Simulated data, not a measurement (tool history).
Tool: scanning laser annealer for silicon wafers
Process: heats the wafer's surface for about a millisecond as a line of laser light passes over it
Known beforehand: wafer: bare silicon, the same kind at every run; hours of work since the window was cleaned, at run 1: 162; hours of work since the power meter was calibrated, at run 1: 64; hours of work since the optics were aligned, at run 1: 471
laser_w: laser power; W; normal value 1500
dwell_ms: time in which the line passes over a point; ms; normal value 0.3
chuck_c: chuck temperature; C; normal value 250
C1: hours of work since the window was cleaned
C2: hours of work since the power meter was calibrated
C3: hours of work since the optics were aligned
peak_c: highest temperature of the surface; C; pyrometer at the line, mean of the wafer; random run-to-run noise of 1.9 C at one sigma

Run 1, hour 0: usual settings; C1 162; C2 64; C3 471. Result: peak_c 1076 C.
Run 2, hour 14.4: usual settings; C1 173; C2 75; C3 483. Result: peak_c 1077 C.
Run 3, hour 23.6: usual settings but dwell_ms 0.301 ms; C1 180; C2 82; C3 490. Result: peak_c 1077 C.
Run 4, hour 32.7: usual settings but dwell_ms 0.301 ms; C1 187; C2 89; C3 497. Result: peak_c 1074 C.
Run 5, hour 47.5: usual settings but dwell_ms 0.301 ms; C1 199; C2 101; C3 508. Result: peak_c 1077 C.
Run 6, hour 58.6: usual settings but dwell_ms 0.301 ms; C1 207; C2 109; C3 517. Result: peak_c 1075 C.
Run 7, hour 67.4: usual settings but dwell_ms 0.301 ms; C1 214; C2 116; C3 524. Result: peak_c 1075 C.
Run 8, hour 74.1: usual settings but laser_w 1447 W, dwell_ms 0.223 ms, chuck_c 222 C; C1 219; C2 121; C3 529. Result: peak_c 906 C.

Predict the results of run 9:
Run 9, hour 89.2: usual settings but laser_w 1547 W, dwell_ms 0.263 ms; C1 231; C2 133; C3 541. Result: peak_c ?.

{"run 9": {"peak_c": 1050}}
With the hidden condition absent and the run-to-run variation left alone, this run would have shown peak_c 1077 C.
